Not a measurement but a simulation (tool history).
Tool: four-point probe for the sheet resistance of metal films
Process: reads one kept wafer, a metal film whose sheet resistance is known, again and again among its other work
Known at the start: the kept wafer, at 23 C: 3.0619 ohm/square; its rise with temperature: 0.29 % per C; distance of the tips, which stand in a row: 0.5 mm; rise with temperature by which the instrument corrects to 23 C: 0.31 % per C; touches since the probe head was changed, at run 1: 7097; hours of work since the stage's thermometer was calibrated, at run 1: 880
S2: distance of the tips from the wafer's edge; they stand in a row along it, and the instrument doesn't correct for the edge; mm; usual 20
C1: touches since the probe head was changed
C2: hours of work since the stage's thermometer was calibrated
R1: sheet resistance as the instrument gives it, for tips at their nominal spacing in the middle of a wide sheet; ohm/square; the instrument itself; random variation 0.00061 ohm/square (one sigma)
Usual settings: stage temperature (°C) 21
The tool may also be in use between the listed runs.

run 1 day=0.000 | stage_temperature_(°C)=21 S2=20 | C1=7097 C2=880 | R1=3.077181
run 2 day=0.858 | stage_temperature_(°C)=21 S2=20 | C1=7682 C2=889 | R1=3.076435
run 3 day=1.308 | stage_temperature_(°C)=21 S2=20 | C1=7988 C2=893 | R1=3.077314
run 4 day=2.021 | stage_temperature_(°C)=21 S2=20 | C1=8474 C2=900 | R1=3.077340
run 5 day=2.458 | stage_temperature_(°C)=21 S2=20 | C1=8771 C2=905 | R1=3.076784
run 6 day=3.133 | stage_temperature_(°C)=21 S2=20 | C1=9232 C2=911 | R1=3.076792
run 7 day=3.500 | stage_temperature_(°C)=21 S2=20 | C1=9480 C2=915 | R1=3.077837
run 8 day=3.879 | stage_temperature_(°C)=21 S2=20 | C1=9739 C2=919 | R1=3.077646
run 9 day=4.288 | stage_temperature_(°C)=21 S2=20 | C1=10018 C2=923 | R1=3.078491
run 10 day=5.138 | stage_temperature_(°C)=21 S2=20 | C1=10596 C2=932 | R1=3.077294
run 11 day=5.554 | stage_temperature_(°C)=21 S2=20 | C1=10879 C2=936 | R1=3.078016
run 12 day=5.904 | stage_temperature_(°C)=30 S2=22 | C1=11117 C2=939 | R1=3.069808
run 13 day=6.346 | stage_temperature_(°C)=33 S2=20 | C1=11419 C2=944 | R1=3.067999
run 14 day=6.792 | stage_temperature_(°C)=21 S2=6 | C1=11723 C2=948 | R1=3.088504
run 15 day=7.612 | stage_temperature_(°C)=25 S2=29 | C1=12282 C2=956 | R1=3.073992
run 16 day=8.192 | stage_temperature_(°C)=25 S2=29 | C1=12676 C2=962 | R1=3.073777
run 17 day=8.738 | stage_temperature_(°C)=25 S2=7 | C1=13048 C2=968 | R1=3.081795
run 18 day=9.346 | stage_temperature_(°C)=25 S2=7 | C1=13463 C2=974 | R1=3.082037
run 19 day=10.112 | stage_temperature_(°C)=25 S2=7 | C1=13984 C2=981 | R1=3.082523
run 20 day=10.604 | stage_temperature_(°C)=21 S2=44 | C1=14320 C2=986 | R1=3.076798
run 21 day=11.262 | stage_temperature_(°C)=23 S2=20 | C1=14766 C2=993 | R1=3.077545

Forecast each of these 4 alternatives for the next run:
run A day=11.800 | stage_temperature_(°C)=25 S2=4 | C1=15133 C2=998 | R1=?
run B day=11.800 | stage_temperature_(°C)=20 S2=4 | C1=15133 C2=998 | R1=?
run C day=11.800 | stage_temperature_(°C)=32 S2=25 | C1=15133 C2=998 | R1=?
run D day=11.800 | stage_temperature_(°C)=20 S2=5 | C1=15133 C2=998 | R1=?

run=A R1=3.099098
run=B R1=3.104476
run=C R1=3.069092
run=D R1=3.093607
Without the tool's hidden state the same runs would have given:
run=A R1=3.085280
run=B R1=3.090620
run=C R1=3.055418
run=D R1=3.079796

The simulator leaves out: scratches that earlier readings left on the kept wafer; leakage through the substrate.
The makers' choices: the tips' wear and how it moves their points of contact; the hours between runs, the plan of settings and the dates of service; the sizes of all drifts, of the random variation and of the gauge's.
